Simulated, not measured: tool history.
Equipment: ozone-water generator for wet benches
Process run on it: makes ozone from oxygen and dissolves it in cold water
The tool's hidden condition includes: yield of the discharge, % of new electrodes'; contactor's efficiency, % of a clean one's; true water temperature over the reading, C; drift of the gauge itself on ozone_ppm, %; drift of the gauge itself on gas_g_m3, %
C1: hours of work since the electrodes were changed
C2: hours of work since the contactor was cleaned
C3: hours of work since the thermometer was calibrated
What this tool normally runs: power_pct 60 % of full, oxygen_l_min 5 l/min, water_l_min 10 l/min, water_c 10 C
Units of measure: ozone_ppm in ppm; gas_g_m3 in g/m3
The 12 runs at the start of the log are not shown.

{"run": 13, "hour": 2048.8, "power_pct": 57, "oxygen_l_min": 5, "water_l_min": 10, "water_c": 10, "C1": 5992, "C2": 4606, "C3": 4115, "ozone_ppm": 32.1, "gas_g_m3": 167.2}
{"run": 14, "hour": 2197.5, "power_pct": 57, "oxygen_l_min": 5, "water_l_min": 10, "water_c": 10, "C1": 6113, "C2": 4728, "C3": 4236, "ozone_ppm": 32.6, "gas_g_m3": 167.6}
{"run": 15, "hour": 2382.4, "power_pct": 57, "oxygen_l_min": 5, "water_l_min": 10, "water_c": 10, "C1": 6264, "C2": 4878, "C3": 4387, "ozone_ppm": 32.4, "gas_g_m3": 168.7}
{"run": 16, "hour": 2570.9, "power_pct": 57, "oxygen_l_min": 5, "water_l_min": 10, "water_c": 10, "C1": 6418, "C2": 5032, "C3": 4540, "ozone_ppm": 32.5, "gas_g_m3": 168.6}
{"run": 17, "hour": 2770.8, "power_pct": 57, "oxygen_l_min": 5, "water_l_min": 10, "water_c": 10, "C1": 6581, "C2": 5195, "C3": 4703, "ozone_ppm": 32, "gas_g_m3": 170.6}
{"run": 18, "hour": 2879.9, "power_pct": 69, "oxygen_l_min": 5, "water_l_min": 10, "water_c": 10, "C1": 6670, "C2": 5284, "C3": 4792, "ozone_ppm": 36.3, "gas_g_m3": 187}
{"run": 19, "hour": 3082.8, "power_pct": 70, "oxygen_l_min": 8.93, "water_l_min": 12, "water_c": 10, "C1": 6835, "C2": 5449, "C3": 4957, "ozone_ppm": 28.3, "gas_g_m3": 130.9}
{"run": 20, "hour": 3221.7, "power_pct": 70, "oxygen_l_min": 8.93, "water_l_min": 12, "water_c": 10, "C1": 6948, "C2": 5562, "C3": 5071, "ozone_ppm": 28.3, "gas_g_m3": 132.2}
{"hour": 3329.1, "done": "contactor cleaned"}
{"run": 21, "hour": 3418.9, "power_pct": 66, "oxygen_l_min": 7.08, "water_l_min": 7, "water_c": 15, "C1": 7106, "C2": 73, "C3": 5228, "ozone_ppm": 35.5, "gas_g_m3": 147.6}
{"run": 22, "hour": 3566.1, "power_pct": 52, "oxygen_l_min": 6.82, "water_l_min": 16, "water_c": 9, "C1": 7226, "C2": 193, "C3": 5348, "ozone_ppm": 20.7, "gas_g_m3": 132.4}
{"run": 23, "hour": 3708.7, "power_pct": 82, "oxygen_l_min": 6.82, "water_l_min": 16, "water_c": 9, "C1": 7342, "C2": 309, "C3": 5464, "ozone_ppm": 26.6, "gas_g_m3": 171.4}
{"hour": 3902.7, "done": "gauge calibrated"}
{"run": 24, "hour": 3902.7, "power_pct": 42, "oxygen_l_min": 2.9, "water_l_min": 13, "water_c": 11, "C1": 7500, "C2": 468, "C3": 5622, "ozone_ppm": 22.1, "gas_g_m3": 196.9}
{"run": 25, "hour": 4032.9, "power_pct": 42, "oxygen_l_min": 3.77, "water_l_min": 11, "water_c": 11, "C1": 7606, "C2": 574, "C3": 5729, "ozone_ppm": 25.8, "gas_g_m3": 165.7}
{"hour": 4115.6, "done": "water thermometer calibrated"}
{"run": 26, "hour": 4251.2, "power_pct": 42, "oxygen_l_min": 3.77, "water_l_min": 11, "water_c": 11, "C1": 7784, "C2": 751, "C3": 111, "ozone_ppm": 26, "gas_g_m3": 165.9}
{"run": 27, "hour": 4388.4, "power_pct": 42, "oxygen_l_min": 3.77, "water_l_min": 11, "water_c": 11, "C1": 7895, "C2": 863, "C3": 222, "ozone_ppm": 26, "gas_g_m3": 166}
{"run": 28, "hour": 4603.9, "power_pct": 56, "oxygen_l_min": 5, "water_l_min": 7, "water_c": 9, "C1": 8071, "C2": 1039, "C3": 398, "ozone_ppm": 41, "gas_g_m3": 164.8}
{"run": 29, "hour": 4810.8, "power_pct": 56, "oxygen_l_min": 5, "water_l_min": 7, "water_c": 9, "C1": 8240, "C2": 1207, "C3": 567, "ozone_ppm": 40.5, "gas_g_m3": 165.4}
{"run": 30, "hour": 4933.9, "power_pct": 60, "oxygen_l_min": 5, "water_l_min": 10, "water_c": 10, "C1": 8340, "C2": 1308, "C3": 667, "ozone_ppm": 33.9, "gas_g_m3": 171.2}
{"run": 31, "hour": 5116.6, "power_pct": 60, "oxygen_l_min": 5, "water_l_min": 11, "water_c": 10, "C1": 8489, "C2": 1457, "C3": 816, "ozone_ppm": 31.2, "gas_g_m3": 171.9}
{"run": 32, "hour": 5291.4, "power_pct": 60, "oxygen_l_min": 5, "water_l_min": 11, "water_c": 10, "C1": 8631, "C2": 1599, "C3": 958, "ozone_ppm": 31, "gas_g_m3": 172.8}
{"run": 33, "hour": 5428.5, "power_pct": 71, "oxygen_l_min": 5.98, "water_l_min": 10, "water_c": 16, "C1": 8743, "C2": 1711, "C3": 1070, "ozone_ppm": 31.5, "gas_g_m3": 170.7}
{"run": 34, "hour": 5611.1, "power_pct": 56, "oxygen_l_min": 3.38, "water_l_min": 10, "water_c": 5, "C1": 8892, "C2": 1860, "C3": 1219, "ozone_ppm": 36.4, "gas_g_m3": 211.1}

Each row is a separate what-if for the run after 34, all from the same tool condition, not one after another. Results?
{"run": "A", "hour": 5755.1, "power_pct": 70, "oxygen_l_min": 5, "water_l_min": 13, "water_c": 10, "C1": 9009, "C2": 1977, "C3": 1336, "ozone_ppm": "?", "gas_g_m3": "?"}
{"run": "B", "hour": 5755.1, "power_pct": 52, "oxygen_l_min": 5, "water_l_min": 10, "water_c": 10, "C1": 9009, "C2": 1977, "C3": 1336, "ozone_ppm": "?", "gas_g_m3": "?"}
{"run": "C", "hour": 5755.1, "power_pct": 46, "oxygen_l_min": 5, "water_l_min": 10, "water_c": 8, "C1": 9009, "C2": 1977, "C3": 1336, "ozone_ppm": "?", "gas_g_m3": "?"}

run=A ozone_ppm=29.4 gas_g_m3=190.9
run=B ozone_ppm=30.5 gas_g_m3=157.1
run=C ozone_ppm=29.2 gas_g_m3=149
Had the tool no hidden state, the same runs would have come out as:
run=A ozone_ppm=29.5 gas_g_m3=188.6
run=B ozone_ppm=30.5 gas_g_m3=155.2
run=C ozone_ppm=29.2 gas_g_m3=147.1
